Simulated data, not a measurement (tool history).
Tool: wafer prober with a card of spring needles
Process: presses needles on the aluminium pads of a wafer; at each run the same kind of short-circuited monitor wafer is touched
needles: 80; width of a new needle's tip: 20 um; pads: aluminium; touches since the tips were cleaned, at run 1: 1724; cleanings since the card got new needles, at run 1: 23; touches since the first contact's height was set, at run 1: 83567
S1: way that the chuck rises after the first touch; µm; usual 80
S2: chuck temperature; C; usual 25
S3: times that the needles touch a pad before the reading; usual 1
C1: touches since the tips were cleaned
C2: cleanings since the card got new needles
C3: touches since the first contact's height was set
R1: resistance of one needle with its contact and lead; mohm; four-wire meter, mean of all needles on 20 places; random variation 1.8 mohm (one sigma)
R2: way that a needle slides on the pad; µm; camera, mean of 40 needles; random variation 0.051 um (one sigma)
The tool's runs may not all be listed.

run  hour  S1  S2  S3    C1  C2      C3   R1     R2
  1     0  80  25   1  1724  23   83567  187  20.03
      6.2  -- tips cleaned on abrasive film
  2   6.9  80  25   1   155  24   85238  184  20.07
  3  14.6  80  27   1  2074  24   87157  183  20.19
     19.9  -- tips cleaned on abrasive film
  4  22.1  80  25   2   551  25   88989  186  20.22
  5  27.4  80  25   2  1847  25   90285  186  20.16
     33.1  -- tips cleaned on abrasive film
  6  35.8  72  25   1   659  26   92344  183  18.25
  7  40.3  72  25   1  1768  26   93453  185  18.25
     46.7  -- tips cleaned on abrasive film
  8  49.6  93  25   1   705  27   95721  183  23.62
  9  54.4  75  43   1  1906  27   96922  191  19.08
     60.3  -- tips cleaned on abrasive film
 10  61.9  60  69   2   397  28   98736  196  15.42
 11  70.6  72  42   2  2555  28  100894  191  18.39
     73.3  -- tips cleaned on abrasive film
 12  78.1  91  25   2  1186  29  102731  183  23.34
 13  85.2  91  25   2  2924  29  104469  185  23.21

4 ways to go on from here, each from the tool as it stands after run 13. What would each give?
     86.4  -- tips cleaned on abrasive film
  A    94  80  33   1  1872  30  106627   ?   ?
     86.4  -- tips cleaned on abrasive film
  B    94  90  48   2  1872  30  106627   ?   ?
     86.4  -- tips cleaned on abrasive film
  C    94  72  43   2  1872  30  106627   ?   ?
     86.4  -- tips cleaned on abrasive film
  D    94  80  52   1  1872  30  106627   ?   ?

run   R1     R2
  A  188  20.51
  B  188  23.16
  C  190   18.5
  D  187  20.51
Without the tool's hidden state the same runs would have given:
run   R1     R2
  A  188  20.07
  B  188  22.66
  C  190  18.09
  D  187  20.06
